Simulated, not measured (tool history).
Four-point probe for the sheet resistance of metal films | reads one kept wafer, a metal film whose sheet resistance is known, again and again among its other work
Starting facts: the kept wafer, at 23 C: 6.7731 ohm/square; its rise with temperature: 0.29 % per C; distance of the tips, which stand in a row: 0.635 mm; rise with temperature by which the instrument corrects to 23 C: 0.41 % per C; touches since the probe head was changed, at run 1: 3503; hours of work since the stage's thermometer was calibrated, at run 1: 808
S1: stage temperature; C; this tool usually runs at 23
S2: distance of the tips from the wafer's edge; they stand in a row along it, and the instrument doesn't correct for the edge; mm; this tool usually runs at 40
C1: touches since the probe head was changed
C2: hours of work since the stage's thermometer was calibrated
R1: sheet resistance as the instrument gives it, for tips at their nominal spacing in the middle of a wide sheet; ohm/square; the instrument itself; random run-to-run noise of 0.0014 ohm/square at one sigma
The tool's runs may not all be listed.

run   hour  S1  S2     C1    C2        R1
  1    0.0  23  40   3503   808  6.774813
  2   18.6  31  40   3966   816  6.711330
  3   37.6  31  40   4436   824  6.714345
  4   52.3  31  40   4802   831  6.710653
  5   82.6  25  40   5555   844  6.758716
  6   95.9  25  40   5884   849  6.757630
  7  111.9  25  40   6281   856  6.757594
  8  128.2  25  40   6685   863  6.759015
  9  144.5  23  40   7090   870  6.776243
 10  160.8  23  40   7497   877  6.775165
 11  181.6  23  40   8013   886  6.773798
 12  209.2  29  40   8697   898  6.729645
 13  226.4  29  40   9123   905  6.725587
 14  247.6  29  40   9650   914  6.728182
 15  260.3  29  40   9967   919  6.725089
 16  275.8  29  40  10352   926  6.728791
 17  298.6  29  40  10918   936  6.727053
 18  314.4  29  40  11310   942  6.728153
 19  344.3  29  40  12051   955  6.728765
 20  361.3  29  40  12474   962  6.725924
 21  374.0  23   4  12790   968  6.863188
 22  403.1  23   4  13513   980  6.865220
 23  422.6  20   6  13997   988  6.836929
 24  445.6  23  22  14568   998  6.777458
 25  461.9  26  14  14973  1005  6.757371
 26  475.3  26  14  15306  1011  6.755899
 27  488.8  26  14  15641  1017  6.757828
 28  505.8  23   4  16062  1024  6.863255
 29  521.3  23   4  16448  1030  6.864158
 30  541.2  26   5  16941  1039  6.806723
 31  558.1  26  26  17360  1046  6.751323
 32  584.9  26  26  18026  1058  6.752609
 33  612.9  23  18  18721  1069  6.779104
 34  640.1  23  18  19397  1081  6.778477
 35  665.7  23  18  20034  1092  6.778223
 36  695.0  23  18  20760  1104  6.778823
 37  718.4  26  39  21341  1114  6.753311
 38  744.7  31  49  21996  1126  6.711918
 39  768.2  23  12  22578  1136  6.784693
 40  795.6  23  12  23258  1147  6.784550
 41  808.5  23  12  23579  1153  6.784026
 42  824.3  23  12  23970  1160  6.781725

Below are 4 alternative next runs, each starting from the tool's condition after run 42. Predict each:
  A  836.5  24  12  24275  1165   ?
  B  836.5  30  12  24275  1165   ?
  C  836.5  35  12  24275  1165   ?
  D  836.5  28   5  24275  1165   ?

run        R1
  A  6.774208
  B  6.728004
  C  6.695979
  D  6.793311
What these runs would have given with no unlogged condition in the tool:
run        R1
  A  6.773854
  B  6.727654
  C  6.695631
  D  6.792957
